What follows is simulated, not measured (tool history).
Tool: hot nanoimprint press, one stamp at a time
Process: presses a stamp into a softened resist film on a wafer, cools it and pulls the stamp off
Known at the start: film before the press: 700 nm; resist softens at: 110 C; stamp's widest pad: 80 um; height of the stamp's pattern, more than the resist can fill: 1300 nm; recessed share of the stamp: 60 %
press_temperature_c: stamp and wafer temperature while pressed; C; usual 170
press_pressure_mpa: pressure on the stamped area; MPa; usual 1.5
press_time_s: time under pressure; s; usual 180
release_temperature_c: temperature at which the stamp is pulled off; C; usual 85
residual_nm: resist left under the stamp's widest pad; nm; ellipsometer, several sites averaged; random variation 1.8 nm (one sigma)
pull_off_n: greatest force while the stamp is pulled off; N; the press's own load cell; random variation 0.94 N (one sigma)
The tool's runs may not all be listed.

| run | hour | press_temperature_c | press_pressure_mpa | press_time_s | release_temperature_c | residual_nm | pull_off_n |
|---|---|---|---|---|---|---|---|
| 1 | 0 | 170 | 1.5 | 180 | 85 | 303.4 | 240.5 |
| 2 | 6.1 | 170 | 0.98 | 180 | 85 | 358.8 | 242.7 |
| 3 | 14.8 | 170 | 0.98 | 180 | 85 | 361.3 | 243.3 |
| 4 | 26.5 | 170 | 0.98 | 180 | 85 | 355.7 | 246.8 |
| 5 | 34.9 | 170 | 1.5 | 180 | 85 | 302.7 | 245 |
| 6 | 43 | 170 | 1.86 | 180 | 85 | 276.8 | 246.3 |
|  | 57.2 | stamp cleaned and given a new release coat |
| 7 | 60.4 | 170 | 1.86 | 180 | 85 | 273.8 | 233.5 |

The next listed run, before its measurement:
| 8 | 68.5 | 170 | 0.97 | 274 | 92 | ? | ? |

Run 8 gave residual_nm 311.2 nm, pull_off_n 225.8 N.
Without the tool's hidden state the same run would have given residual_nm 294.6 nm, pull_off_n 223.4 N.
